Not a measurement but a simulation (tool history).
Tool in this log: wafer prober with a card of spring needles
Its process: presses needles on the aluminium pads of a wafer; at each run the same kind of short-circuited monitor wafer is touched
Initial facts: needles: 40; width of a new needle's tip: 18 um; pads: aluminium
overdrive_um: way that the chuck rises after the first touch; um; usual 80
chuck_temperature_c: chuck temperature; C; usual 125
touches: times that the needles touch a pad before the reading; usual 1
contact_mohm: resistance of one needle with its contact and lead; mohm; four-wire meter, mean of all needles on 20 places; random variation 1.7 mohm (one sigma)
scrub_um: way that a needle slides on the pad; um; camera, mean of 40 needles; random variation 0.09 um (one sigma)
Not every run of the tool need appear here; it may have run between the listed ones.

run 1 hour=0.0 | overdrive_um=80 chuck_temperature_c=125 touches=1 | contact_mohm=171 scrub_um=15.43
-- hour=9.9 tips cleaned on abrasive film
-- hour=22.2 tips cleaned on abrasive film
-- hour=34.3 tips cleaned on abrasive film
-- hour=46.6 tips cleaned on abrasive film
run 2 hour=50.7 | overdrive_um=80 chuck_temperature_c=125 touches=1 | contact_mohm=168 scrub_um=15.26
-- hour=58.1 tips cleaned on abrasive film
-- hour=63.1 height of the first contact set anew
-- hour=70.5 tips cleaned on abrasive film
run 3 hour=76.1 | overdrive_um=80 chuck_temperature_c=63 touches=1 | contact_mohm=161 scrub_um=15.45
-- hour=81.1 tips cleaned on abrasive film
-- hour=93.4 tips cleaned on abrasive film
-- hour=105.6 tips cleaned on abrasive film
run 4 hour=113.6 | overdrive_um=80 chuck_temperature_c=95 touches=1 | contact_mohm=166 scrub_um=15.62
-- hour=116.1 tips cleaned on abrasive film
-- hour=128.2 tips cleaned on abrasive film
-- hour=140.3 tips cleaned on abrasive film
-- hour=150.2 tips cleaned on abrasive film
run 5 hour=151.8 | overdrive_um=80 chuck_temperature_c=125 touches=1 | contact_mohm=170 scrub_um=15.53
-- hour=161.7 tips cleaned on abrasive film
-- hour=173.7 tips cleaned on abrasive film
run 6 hour=182.4 | overdrive_um=80 chuck_temperature_c=125 touches=1 | contact_mohm=170 scrub_um=15.40
-- hour=184.9 tips cleaned on abrasive film
-- hour=197.3 tips cleaned on abrasive film
-- hour=209.4 tips cleaned on abrasive film
run 7 hour=213.0 | overdrive_um=80 chuck_temperature_c=125 touches=1 | contact_mohm=170 scrub_um=15.45
-- hour=220.5 tips cleaned on abrasive film
-- hour=230.4 tips cleaned on abrasive film
-- hour=242.7 tips cleaned on abrasive film
-- hour=255.0 tips cleaned on abrasive film
-- hour=265.7 tips cleaned on abrasive film
run 8 hour=265.7 | overdrive_um=80 chuck_temperature_c=125 touches=2 | contact_mohm=169 scrub_um=15.44
-- hour=278.0 tips cleaned on abrasive film
-- hour=290.0 tips cleaned on abrasive film
-- hour=302.0 card fitted with new needles
run 9 hour=306.3 | overdrive_um=80 chuck_temperature_c=125 touches=1 | contact_mohm=169 scrub_um=15.39
-- hour=313.7 tips cleaned on abrasive film
-- hour=323.6 tips cleaned on abrasive film
run 10 hour=328.0 | overdrive_um=80 chuck_temperature_c=125 touches=1 | contact_mohm=167 scrub_um=15.29
-- hour=335.4 tips cleaned on abrasive film
-- hour=347.4 tips cleaned on abrasive film
run 11 hour=351.5 | overdrive_um=80 chuck_temperature_c=125 touches=1 | contact_mohm=169 scrub_um=15.34
-- hour=358.7 tips cleaned on abrasive film
-- hour=370.8 tips cleaned on abrasive film
-- hour=383.2 tips cleaned on abrasive film
-- hour=395.5 tips cleaned on abrasive film
run 12 hour=403.3 | overdrive_um=80 chuck_temperature_c=125 touches=1 | contact_mohm=170 scrub_um=15.27
-- hour=405.8 tips cleaned on abrasive film
-- hour=418.0 tips cleaned on abrasive film
-- hour=430.3 tips cleaned on abrasive film
run 13 hour=437.8 | overdrive_um=80 chuck_temperature_c=125 touches=1 | contact_mohm=170 scrub_um=15.26
-- hour=440.3 tips cleaned on abrasive film
-- hour=450.2 tips cleaned on abrasive film
-- hour=462.6 tips cleaned on abrasive film
-- hour=474.9 tips cleaned on abrasive film
run 14 hour=479.2 | overdrive_um=89 chuck_temperature_c=125 touches=1 | contact_mohm=169 scrub_um=17.06
-- hour=486.7 tips cleaned on abrasive film
-- hour=499.0 tips cleaned on abrasive film
-- hour=511.0 tips cleaned on abrasive film
-- hour=520.9 tips cleaned on abrasive film
run 15 hour=521.8 | overdrive_um=97 chuck_temperature_c=33 touches=3 | contact_mohm=153 scrub_um=18.58
-- hour=531.5 tips cleaned on abrasive film
-- hour=543.5 tips cleaned on abrasive film
run 16 hour=547.3 | overdrive_um=66 chuck_temperature_c=125 touches=1 | contact_mohm=175 scrub_um=12.64
-- hour=554.8 tips cleaned on abrasive film
-- hour=564.7 tips cleaned on abrasive film
-- hour=577.0 tips cleaned on abrasive film
-- hour=589.2 tips cleaned on abrasive film
run 17 hour=593.6 | overdrive_um=99 chuck_temperature_c=35 touches=1 | contact_mohm=149 scrub_um=18.84
-- hour=601.0 tips cleaned on abrasive film
-- hour=613.0 tips cleaned on abrasive film
-- hour=622.9 tips cleaned on abrasive film
-- hour=635.3 tips cleaned on abrasive film
run 18 hour=640.9 | overdrive_um=96 chuck_temperature_c=35 touches=1 | contact_mohm=150 scrub_um=18.14
-- hour=645.8 tips cleaned on abrasive film
-- hour=657.9 tips cleaned on abrasive film
run 19 hour=665.9 | overdrive_um=78 chuck_temperature_c=125 touches=2 | contact_mohm=170 scrub_um=14.90
-- hour=668.4 tips cleaned on abrasive film
-- hour=678.3 tips cleaned on abrasive film
-- hour=690.5 tips cleaned on abrasive film
run 20 hour=698.2 | overdrive_um=84 chuck_temperature_c=57 touches=3 | contact_mohm=155 scrub_um=15.96
-- hour=700.8 tips cleaned on abrasive film
-- hour=713.0 tips cleaned on abrasive film
-- hour=722.9 tips cleaned on abrasive film
run 21 hour=728.1 | overdrive_um=84 chuck_temperature_c=57 touches=3 | contact_mohm=150 scrub_um=16.05
-- hour=733.1 tips cleaned on abrasive film
-- hour=745.4 tips cleaned on abrasive film
-- hour=757.7 tips cleaned on abrasive film
-- hour=770.1 tips cleaned on abrasive film
run 22 hour=773.3 | overdrive_um=84 chuck_temperature_c=57 touches=3 | contact_mohm=157 scrub_um=15.90
-- hour=780.7 tips cleaned on abrasive film
-- hour=788.3 height of the first contact set anew
-- hour=793.3 tips cleaned on abrasive film
-- hour=805.4 tips cleaned on abrasive film
-- hour=817.2 tips cleaned on abrasive film
run 23 hour=820.9 | overdrive_um=82 chuck_temperature_c=31 touches=3 | contact_mohm=155 scrub_um=15.62
-- hour=828.3 tips cleaned on abrasive film
-- hour=840.5 tips cleaned on abrasive film
-- hour=852.7 tips cleaned on abrasive film
run 24 hour=860.2 | overdrive_um=84 chuck_temperature_c=31 touches=3 | contact_mohm=152 scrub_um=15.83
-- hour=862.7 tips cleaned on abrasive film
-- hour=875.1 tips cleaned on abrasive film
-- hour=887.4 tips cleaned on abrasive film
-- hour=899.7 tips cleaned on abrasive film
-- hour=909.6 tips cleaned on abrasive film
run 25 hour=912.5 | overdrive_um=91 chuck_temperature_c=125 touches=2 | contact_mohm=166 scrub_um=17.18
-- hour=919.7 tips cleaned on abrasive film
-- hour=932.0 tips cleaned on abrasive film
run 26 hour=940.1 | overdrive_um=65 chuck_temperature_c=125 touches=1 | contact_mohm=172 scrub_um=12.19
-- hour=942.7 tips cleaned on abrasive film
-- hour=952.6 tips cleaned on abrasive film
-- hour=964.8 tips cleaned on abrasive film
run 27 hour=971.1 | overdrive_um=60 chuck_temperature_c=96 touches=3 | contact_mohm=169 scrub_um=11.44

3 ways to go on from here, each from the tool as it stands after run 27. What would each give?
-- hour=976.1 tips cleaned on abrasive film
-- hour=988.2 tips cleaned on abrasive film
-- hour=1000.6 tips cleaned on abrasive film
-- hour=1012.8 tips cleaned on abrasive film
run A hour=1018.5 | overdrive_um=61 chuck_temperature_c=118 touches=1 | contact_mohm=? scrub_um=?
-- hour=976.1 tips cleaned on abrasive film
-- hour=988.2 tips cleaned on abrasive film
-- hour=1000.6 tips cleaned on abrasive film
-- hour=1012.8 tips cleaned on abrasive film
run B hour=1018.5 | overdrive_um=80 chuck_temperature_c=46 touches=2 | contact_mohm=? scrub_um=?
-- hour=976.1 tips cleaned on abrasive film
-- hour=988.2 tips cleaned on abrasive film
-- hour=1000.6 tips cleaned on abrasive film
-- hour=1012.8 tips cleaned on abrasive film
run C hour=1018.5 | overdrive_um=68 chuck_temperature_c=96 touches=1 | contact_mohm=? scrub_um=?

run=A contact_mohm=174 scrub_um=11.55
run=B contact_mohm=153 scrub_um=14.99
run=C contact_mohm=165 scrub_um=12.88
Stripped of hidden state, with their random variation kept, the same runs would have yielded:
run=A contact_mohm=173 scrub_um=11.84
run=B contact_mohm=152 scrub_um=15.38
run=C contact_mohm=165 scrub_um=13.21

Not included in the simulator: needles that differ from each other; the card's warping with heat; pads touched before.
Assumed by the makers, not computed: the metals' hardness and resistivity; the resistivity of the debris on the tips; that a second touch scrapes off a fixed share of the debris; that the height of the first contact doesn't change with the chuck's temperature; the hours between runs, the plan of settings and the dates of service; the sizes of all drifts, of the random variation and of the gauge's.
